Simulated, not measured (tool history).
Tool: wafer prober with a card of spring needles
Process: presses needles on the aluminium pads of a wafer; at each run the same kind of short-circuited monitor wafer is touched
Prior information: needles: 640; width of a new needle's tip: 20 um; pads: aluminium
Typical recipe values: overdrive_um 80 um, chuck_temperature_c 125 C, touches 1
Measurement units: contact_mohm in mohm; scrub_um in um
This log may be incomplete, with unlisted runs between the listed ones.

Run 1, hour 0.0: usual settings. Result: contact_mohm 257 mohm, scrub_um 10.148 um.
At hour 8.5: tips cleaned on abrasive film.
At hour 16.8: tips cleaned on abrasive film.
Run 2, hour 22.9: usual settings. Result: contact_mohm 313 mohm, scrub_um 10.136 um.
At hour 25.8: tips cleaned on abrasive film.
At hour 34.4: tips cleaned on abrasive film.
At hour 42.6: tips cleaned on abrasive film.
Run 3, hour 44.2: usual settings. Result: contact_mohm 280 mohm, scrub_um 10.117 um.
At hour 50.5: tips cleaned on abrasive film.
At hour 58.9: tips cleaned on abrasive film.
Run 4, hour 59.8: usual settings. Result: contact_mohm 271 mohm, scrub_um 10.098 um.
At hour 63.7: height of the first contact set anew.
At hour 67.3: tips cleaned on abrasive film.
At hour 75.0: tips cleaned on abrasive film.
Run 5, hour 81.0: usual settings. Result: contact_mohm 317 mohm, scrub_um 10.186 um.
At hour 82.9: tips cleaned on abrasive film.
At hour 91.1: tips cleaned on abrasive film.
At hour 99.6: tips cleaned on abrasive film.
Run 6, hour 101.8: usual settings. Result: contact_mohm 292 mohm, scrub_um 10.171 um.
At hour 108.3: tips cleaned on abrasive film.
Run 7, hour 114.9: usual settings. Result: contact_mohm 321 mohm, scrub_um 10.161 um.
At hour 116.4: tips cleaned on abrasive film.
At hour 124.9: tips cleaned on abrasive film.
Run 8, hour 128.0: usual settings. Result: contact_mohm 300 mohm, scrub_um 10.169 um.
At hour 133.0: tips cleaned on abrasive film.
At hour 142.3: tips cleaned on abrasive film.
Run 9, hour 143.6: usual settings. Result: contact_mohm 282 mohm, scrub_um 10.129 um.
At hour 150.8: tips cleaned on abrasive film.
At hour 159.1: tips cleaned on abrasive film.
Run 10, hour 165.9: usual settings. Result: contact_mohm 324 mohm, scrub_um 10.129 um.
At hour 167.5: tips cleaned on abrasive film.
At hour 176.3: tips cleaned on abrasive film.
Run 11, hour 180.6: usual settings. Result: contact_mohm 310 mohm, scrub_um 10.102 um.
At hour 185.4: tips cleaned on abrasive film.
At hour 193.6: tips cleaned on abrasive film.
At hour 198.0: height of the first contact set anew.
Run 12, hour 198.0: usual settings but overdrive_um 61 um. Result: contact_mohm 357 mohm, scrub_um 7.774 um.
At hour 202.8: tips cleaned on abrasive film.
At hour 211.4: tips cleaned on abrasive film.
At hour 219.5: tips cleaned on abrasive film.
Run 13, hour 219.5: usual settings. Result: contact_mohm 257 mohm, scrub_um 10.173 um.
At hour 227.4: tips cleaned on abrasive film.
At hour 235.1: tips cleaned on abrasive film.
Run 14, hour 241.0: usual settings. Result: contact_mohm 307 mohm, scrub_um 10.150 um.
At hour 243.1: tips cleaned on abrasive film.
Run 15, hour 250.3: usual settings. Result: contact_mohm 319 mohm, scrub_um 10.164 um.
At hour 252.3: tips cleaned on abrasive film.
At hour 261.0: tips cleaned on abrasive film.
Run 16, hour 265.7: usual settings. Result: contact_mohm 305 mohm, scrub_um 10.170 um.
At hour 268.9: tips cleaned on abrasive film.
At hour 277.1: tips cleaned on abrasive film.
Run 17, hour 284.4: usual settings but overdrive_um 76 um. Result: contact_mohm 326 mohm, scrub_um 9.631 um.
At hour 286.0: tips cleaned on abrasive film.
At hour 293.7: tips cleaned on abrasive film.
Run 18, hour 294.1: usual settings but overdrive_um 70 um. Result: contact_mohm 273 mohm, scrub_um 8.841 um.
At hour 301.8: tips cleaned on abrasive film.
At hour 310.5: tips cleaned on abrasive film.
Run 19, hour 312.8: usual settings but chuck_temperature_c 61 C, touches 2. Result: contact_mohm 263 mohm, scrub_um 10.106 um.
At hour 318.5: tips cleaned on abrasive film.
At hour 327.5: tips cleaned on abrasive film.
At hour 331.7: height of the first contact set anew.
Run 20, hour 334.9: usual settings but chuck_temperature_c 61 C, touches 2. Result: contact_mohm 282 mohm, scrub_um 10.203 um.

Predict the results of run 21:
At hour 336.9: tips cleaned on abrasive film.
At hour 344.6: tips cleaned on abrasive film.
At hour 352.4: tips cleaned on abrasive film.
Run 21, hour 353.5: usual settings but chuck_temperature_c 61 C, touches 2. Result: contact_mohm ?, scrub_um ?.

Run 21 came out at contact_mohm 253 mohm, scrub_um 10.167 um.
Take away the tool's hidden state, keep the run-to-run variation as it was, and the same run would have given contact_mohm 231 mohm, scrub_um 10.186 um.
